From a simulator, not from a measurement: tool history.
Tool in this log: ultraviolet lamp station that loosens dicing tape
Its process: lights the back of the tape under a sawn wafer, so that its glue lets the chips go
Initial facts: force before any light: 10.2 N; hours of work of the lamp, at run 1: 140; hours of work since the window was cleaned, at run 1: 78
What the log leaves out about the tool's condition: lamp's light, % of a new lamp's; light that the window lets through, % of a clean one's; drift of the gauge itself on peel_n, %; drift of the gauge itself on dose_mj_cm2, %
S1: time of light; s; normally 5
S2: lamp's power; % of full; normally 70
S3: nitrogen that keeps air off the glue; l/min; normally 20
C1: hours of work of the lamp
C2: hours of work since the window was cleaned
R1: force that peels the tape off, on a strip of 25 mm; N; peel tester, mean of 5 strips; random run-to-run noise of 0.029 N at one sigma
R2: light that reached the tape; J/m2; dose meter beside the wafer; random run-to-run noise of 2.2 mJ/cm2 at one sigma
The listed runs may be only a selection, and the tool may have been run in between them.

run,day,S1,S2,S3,C1,C2,R1,R2
1,0.000,5,70,20,140,78,1.668,1700
2,0.492,5,70,20,145,83,1.688,1720
3,1.033,5,70,20,151,89,1.767,1750
4,1.683,5,70,20,157,95,1.730,1690
5,2.488,5,70,20,166,104,1.772,1670
6,3.496,7,70,7,176,114,1.953,2320
7,4.317,8,67,22,185,123,0.744,2490
8,5.054,8,67,22,192,130,0.779,2480
9,5.617,9,69,18,198,136,0.636,2900
10,6.179,10,69,33,204,142,0.337,3200

Consider 4 possible next runs. They are alternatives, not a sequence: every one starts from the tool as it was left by run 10. What does each give?
A,6.612,6,95,15,208,146,?,?
B,6.612,5,69,15,208,146,?,?
C,6.612,10,83,33,208,146,?,?
D,6.612,4,64,33,208,146,?,?

run,R1,R2
A,0.891,2570
B,2.204,1600
C,0.222,3830
D,2.296,1210
Had the tool no hidden state, the same runs would have come out as:
run,R1,R2
A,0.624,3030
B,1.709,1880
C,0.178,4500
D,1.800,1420

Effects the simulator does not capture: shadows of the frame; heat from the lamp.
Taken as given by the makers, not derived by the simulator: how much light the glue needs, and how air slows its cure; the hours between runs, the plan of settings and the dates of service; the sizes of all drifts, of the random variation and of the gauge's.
